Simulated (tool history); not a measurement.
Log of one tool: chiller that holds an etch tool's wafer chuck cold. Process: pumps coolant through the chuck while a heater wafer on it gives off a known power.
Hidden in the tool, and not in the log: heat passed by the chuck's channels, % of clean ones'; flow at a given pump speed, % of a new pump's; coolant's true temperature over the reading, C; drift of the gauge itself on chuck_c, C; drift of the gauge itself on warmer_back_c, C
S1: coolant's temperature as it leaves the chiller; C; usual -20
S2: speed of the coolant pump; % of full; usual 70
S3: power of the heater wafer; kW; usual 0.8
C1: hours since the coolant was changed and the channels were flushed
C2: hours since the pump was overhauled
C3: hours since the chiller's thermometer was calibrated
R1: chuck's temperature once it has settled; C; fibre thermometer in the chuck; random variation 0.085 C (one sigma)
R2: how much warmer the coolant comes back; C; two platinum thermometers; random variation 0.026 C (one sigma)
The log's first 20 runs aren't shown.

Run 21, hour 1001.2: usual settings but S1 -11 C, S3 0.442 kW; C1 3106; C2 148; C3 3705. Result: R1 -6.72 C, R2 1.86 C.
Run 22, hour 1051.1: usual settings but S2 79 % of full, S3 0.415 kW; C1 3156; C2 198; C3 3755. Result: R1 -16.44 C, R2 1.56 C.
Run 23, hour 1084.2: usual settings but S1 -24 C, S2 96 % of full, S3 0.943 kW; C1 3189; C2 231; C3 3788. Result: R1 -17.54 C, R2 2.83 C.
Run 24, hour 1155.2: usual settings but S1 -24 C, S2 96 % of full, S3 0.943 kW; C1 3260; C2 302; C3 3859. Result: R1 -17.48 C, R2 2.84 C.
Run 25, hour 1229.3: usual settings but S1 -24 C, S2 91 % of full, S3 0.806 kW; C1 3334; C2 376; C3 3933. Result: R1 -17.99 C, R2 2.55 C.
Run 26, hour 1292.4: usual settings but S1 -11 C, S2 78 % of full, S3 0.791 kW; C1 3397; C2 440; C3 3996. Result: R1 -4.26 C, R2 3.03 C.
Run 27, hour 1367.5: usual settings but S1 -11 C, S2 78 % of full, S3 0.791 kW; C1 3472; C2 515; C3 4071. Result: R1 -4.44 C, R2 2.97 C.
Run 28, hour 1427.5: usual settings but S1 -29 C, S2 97 % of full, S3 0.756 kW; C1 3532; C2 575; C3 4131. Result: R1 -23.71 C, R2 2.22 C.
Run 29, hour 1484.1: usual settings but S3 0.457 kW; C1 3589; C2 631; C3 4188. Result: R1 -15.63 C, R2 1.94 C.
Run 30, hour 1553.9: usual settings but S1 -12 C, S2 77 % of full, S3 0.467 kW; C1 3659; C2 701; C3 4258. Result: R1 -7.92 C, R2 1.8 C.
Run 31, hour 1617.8: usual settings but S2 95 % of full, S3 0.773 kW; C1 3723; C2 765; C3 4322. Result: R1 -14.36 C, R2 2.31 C.

4 ways to go on from here, each from the tool as it stands after run 31. What would each give?
Run A, hour 1693.6: usual settings but S1 -16 C; C1 3798; C2 841; C3 4397. Result: R1 ?, R2 ?.
Run B, hour 1693.6: usual settings but S1 -26 C, S3 0.952 kW; C1 3798; C2 841; C3 4397. Result: R1 ?, R2 ?.
Run C, hour 1693.6: usual settings but S1 -13 C; C1 3798; C2 841; C3 4397. Result: R1 ?, R2 ?.
Run D, hour 1693.6: usual settings but S1 -27 C, S2 78 % of full, S3 0.539 kW; C1 3798; C2 841; C3 4397. Result: R1 ?, R2 ?.

run      R1    R2
  A   -8.54  3.44
  B   -17.1  4.11
  C   -5.51  3.44
  D  -22.43     2
Without the tool's hidden state the same runs would have given:
run      R1    R2
  A   -9.26  3.42
  B  -17.89  4.08
  C   -6.23  3.41
  D  -23.01  1.99
